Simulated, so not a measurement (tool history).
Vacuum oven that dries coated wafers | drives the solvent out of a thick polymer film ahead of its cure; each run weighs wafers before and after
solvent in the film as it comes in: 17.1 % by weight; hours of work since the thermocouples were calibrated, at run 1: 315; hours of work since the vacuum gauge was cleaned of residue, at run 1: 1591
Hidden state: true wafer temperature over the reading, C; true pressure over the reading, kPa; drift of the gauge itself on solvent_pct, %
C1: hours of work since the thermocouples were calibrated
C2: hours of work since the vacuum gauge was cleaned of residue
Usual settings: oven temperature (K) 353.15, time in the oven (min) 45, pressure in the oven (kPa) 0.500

Run 1, day 0.000: usual settings; C1 315; C2 1591. Result: solvent left in the film (%) 1.38.
Run 2, day 1.725: usual settings but pressure in the oven (kPa) 0.348; C1 340; C2 1617. Result: solvent left in the film (%) 1.26.
Run 3, day 3.688: usual settings but pressure in the oven (kPa) 0.348; C1 368; C2 1645. Result: solvent left in the film (%) 1.29.
Run 4, day 5.946: usual settings but pressure in the oven (kPa) 0.348; C1 401; C2 1678. Result: solvent left in the film (%) 1.27.
Run 5, day 8.388: usual settings; C1 437; C2 1714. Result: solvent left in the film (%) 1.36.
Run 6, day 9.950: usual settings; C1 460; C2 1737. Result: solvent left in the film (%) 1.33.
At day 10.221: oven's thermocouples calibrated.
Run 7, day 12.362: usual settings; C1 31; C2 1771. Result: solvent left in the film (%) 1.40.
Run 8, day 14.354: usual settings but pressure in the oven (kPa) 0.554; C1 60; C2 1800. Result: solvent left in the film (%) 1.45.
Run 9, day 16.583: usual settings but pressure in the oven (kPa) 0.554; C1 93; C2 1832. Result: solvent left in the film (%) 1.41.
Run 10, day 19.350: usual settings but pressure in the oven (kPa) 0.554; C1 133; C2 1873. Result: solvent left in the film (%) 1.42.
Run 11, day 22.221: usual settings but pressure in the oven (kPa) 0.554; C1 175; C2 1914. Result: solvent left in the film (%) 1.40.
At day 23.438: oven's thermocouples calibrated, once more.
Run 12, day 23.733: usual settings but oven temperature (K) 352.15; C1 4; C2 1935. Result: solvent left in the film (%) 1.45.
Run 13, day 26.604: usual settings but oven temperature (K) 352.15; C1 46; C2 1977. Result: solvent left in the film (%) 1.59.

Forecast each of these 4 alternatives for the next run:
Run A, day 29.238: usual settings but oven temperature (K) 343.15, time in the oven (min) 44; C1 85; C2 2016. Result: solvent left in the film (%) ?.
Run B, day 29.238: usual settings but oven temperature (K) 368.15, pressure in the oven (kPa) 0.962; C1 85; C2 2016. Result: solvent left in the film (%) ?.
Run C, day 29.238: usual settings but oven temperature (K) 340.15; C1 85; C2 2016. Result: solvent left in the film (%) ?.
Run D, day 29.238: usual settings but oven temperature (K) 355.15, time in the oven (min) 40; C1 85; C2 2016. Result: solvent left in the film (%) ?.

run  solvent left in the film (%)
  A                          3.26
  B                          0.59
  C                          3.79
  D                          1.43
Without the tool's hidden state the same runs would have given:
run  solvent left in the film (%)
  A                          2.56
  B                          0.31
  C                          3.04
  D                          0.97

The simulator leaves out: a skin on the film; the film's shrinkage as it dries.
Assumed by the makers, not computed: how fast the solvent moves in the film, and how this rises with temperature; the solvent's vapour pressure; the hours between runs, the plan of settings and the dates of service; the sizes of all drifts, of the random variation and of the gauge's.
